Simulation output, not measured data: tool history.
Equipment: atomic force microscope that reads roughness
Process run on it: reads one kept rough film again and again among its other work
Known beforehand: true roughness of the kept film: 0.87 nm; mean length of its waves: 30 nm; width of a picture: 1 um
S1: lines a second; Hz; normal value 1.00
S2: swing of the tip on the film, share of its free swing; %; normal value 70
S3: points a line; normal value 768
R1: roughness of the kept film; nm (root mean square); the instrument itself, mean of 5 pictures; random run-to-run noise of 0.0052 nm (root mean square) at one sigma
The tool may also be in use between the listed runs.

| run | hour | S1 | S2 | S3 | R1 |
|---|---|---|---|---|---|
| 1 | 0.0 | 1.00 | 70 | 768 | 0.780 |
| 2 | 11.4 | 1.00 | 70 | 768 | 0.770 |
| 3 | 22.1 | 1.00 | 70 | 768 | 0.770 |
| 4 | 32.8 | 1.00 | 70 | 768 | 0.777 |
| 5 | 43.7 | 1.00 | 64 | 768 | 0.773 |
| 6 | 54.8 | 1.00 | 64 | 768 | 0.773 |
| 7 | 62.2 | 1.00 | 57 | 768 | 0.786 |
| 8 | 68.5 | 1.73 | 70 | 719 | 0.759 |
| 9 | 77.1 | 1.73 | 70 | 719 | 0.745 |
| 10 | 88.2 | 1.73 | 65 | 548 | 0.768 |
| 11 | 94.4 | 3.20 | 65 | 423 | 0.744 |
| 12 | 103.3 | 0.84 | 70 | 667 | 0.750 |
| 13 | 112.0 | 1.50 | 68 | 418 | 0.739 |
|  | 117.9 | new tip fitted |
| 14 | 118.9 | 2.62 | 87 | 551 | 0.742 |

Each row is a separate what-if for the run after 14, all from the same tool condition, not one after another. Results?
| A | 123.9 | 1.00 | 63 | 768 | ? |
| B | 123.9 | 2.62 | 76 | 551 | ? |
| C | 123.9 | 0.51 | 69 | 877 | ? |

| run | R1 |
|---|---|
| A | 0.821 |
| B | 0.775 |
| C | 0.826 |
The same runs, with their run-to-run variation unchanged, on a tool lacking any hidden condition would have given:
| run | R1 |
|---|---|
| A | 0.823 |
| B | 0.777 |
| C | 0.828 |
